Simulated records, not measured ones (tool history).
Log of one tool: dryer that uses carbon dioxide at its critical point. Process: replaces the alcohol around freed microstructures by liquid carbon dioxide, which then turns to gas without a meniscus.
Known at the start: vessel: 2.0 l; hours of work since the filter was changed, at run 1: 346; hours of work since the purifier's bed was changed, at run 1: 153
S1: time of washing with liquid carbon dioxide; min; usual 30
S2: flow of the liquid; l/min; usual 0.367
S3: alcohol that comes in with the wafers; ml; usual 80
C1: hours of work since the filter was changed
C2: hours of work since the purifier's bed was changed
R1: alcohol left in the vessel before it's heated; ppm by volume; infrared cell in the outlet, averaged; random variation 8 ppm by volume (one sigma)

run 1 day=0 | S1=30 S2=0.367 S3=80 | C1=346 C2=153 | R1=940
run 2 day=0.175 | S1=44 S2=0.367 S3=80 | C1=348 C2=155 | R1=199
run 3 day=0.45 | S1=30 S2=0.367 S3=58 | C1=351 C2=158 | R1=693
run 4 day=0.662 | S1=31 S2=0.367 S3=80 | C1=353 C2=161 | R1=877
-- day=0.979 inlet filter changed
run 5 day=0.992 | S1=31 S2=0.367 S3=80 | C1=0 C2=164 | R1=419
run 6 day=1.308 | S1=35 S2=0.503 S3=80 | C1=4 C2=168 | R1=77
run 7 day=1.475 | S1=35 S2=0.503 S3=45 | C1=6 C2=170 | R1=61
run 8 day=1.746 | S1=34 S2=0.367 S3=42 | C1=9 C2=173 | R1=177
run 9 day=2.017 | S1=34 S2=0.321 S3=23 | C1=12 C2=176 | R1=180
run 10 day=2.338 | S1=42 S2=0.367 S3=78 | C1=16 C2=180 | R1=124

Forecast each of these 4 alternatives for the next run:
run A day=2.612 | S1=42 S2=0.458 S3=78 | C1=19 C2=183 | R1=?
run B day=2.612 | S1=30 S2=0.521 S3=80 | C1=19 C2=183 | R1=?
run C day=2.612 | S1=30 S2=0.376 S3=80 | C1=19 C2=183 | R1=?
run D day=2.612 | S1=42 S2=0.228 S3=30 | C1=19 C2=183 | R1=?

run=A R1=76
run=B R1=117
run=C R1=446
run=D R1=342
Without the tool's hidden state the same runs would have given:
run=A R1=28
run=B R1=64
run=C R1=376
run=D R1=280
